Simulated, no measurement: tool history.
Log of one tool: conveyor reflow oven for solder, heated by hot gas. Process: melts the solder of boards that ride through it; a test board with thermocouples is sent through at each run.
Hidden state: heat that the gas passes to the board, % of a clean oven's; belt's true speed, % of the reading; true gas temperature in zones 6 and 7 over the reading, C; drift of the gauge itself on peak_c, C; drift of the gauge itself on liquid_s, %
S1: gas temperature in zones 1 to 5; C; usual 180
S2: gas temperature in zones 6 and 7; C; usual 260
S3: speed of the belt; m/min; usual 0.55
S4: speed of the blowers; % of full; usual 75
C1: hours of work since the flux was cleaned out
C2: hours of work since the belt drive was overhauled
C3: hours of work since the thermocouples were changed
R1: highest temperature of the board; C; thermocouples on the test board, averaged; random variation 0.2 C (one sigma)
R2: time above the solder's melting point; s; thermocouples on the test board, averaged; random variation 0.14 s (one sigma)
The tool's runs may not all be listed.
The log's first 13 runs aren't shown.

run 14 hour=140.6 | S1=180 S2=260 S3=0.548 S4=75 | C1=220 C2=197 C3=136 | R1=251.4 R2=69.7
run 15 hour=154.6 | S1=180 S2=260 S3=0.55 S4=75 | C1=227 C2=204 C3=143 | R1=251.2 R2=69.5
run 16 hour=164.8 | S1=170 S2=254 S3=0.522 S4=57 | C1=232 C2=209 C3=148 | R1=243.6 R2=61.9
run 17 hour=173.8 | S1=182 S2=270 S3=0.55 S4=62 | C1=236 C2=213 C3=153 | R1=259.4 R2=75
run 18 hour=187.4 | S1=192 S2=270 S3=0.526 S4=51 | C1=243 C2=220 C3=159 | R1=260.4 R2=84
run 19 hour=196.6 | S1=167 S2=274 S3=0.617 S4=51 | C1=248 C2=224 C3=164 | R1=255.5 R2=57.7
run 20 hour=204.8 | S1=194 S2=260 S3=0.55 S4=52 | C1=252 C2=229 C3=168 | R1=250.5 R2=75.7
run 21 hour=216 | S1=180 S2=260 S3=0.55 S4=52 | C1=257 C2=234 C3=174 | R1=249 R2=66.5
run 22 hour=227.7 | S1=194 S2=260 S3=0.55 S4=60 | C1=263 C2=240 C3=179 | R1=251.6 R2=76.2
run 23 hour=241.8 | S1=194 S2=260 S3=0.55 S4=60 | C1=270 C2=247 C3=186 | R1=251.7 R2=76.6
run 24 hour=252.1 | S1=175 S2=266 S3=0.571 S4=75 | C1=275 C2=252 C3=191 | R1=255.6 R2=67.1
run 25 hour=265 | S1=175 S2=266 S3=0.571 S4=75 | C1=281 C2=258 C3=198 | R1=255.5 R2=67.3

The next listed run, before its measurement:
run 26 hour=271.9 | S1=180 S2=260 S3=0.658 S4=67 | C1=285 C2=262 C3=201 | R1=? R2=?

{"run 26": {"R1": 246.2, "R2": 52.6}}
Without the tool's hidden state the same run would have given R1 246.3 C, R2 52.6 s.
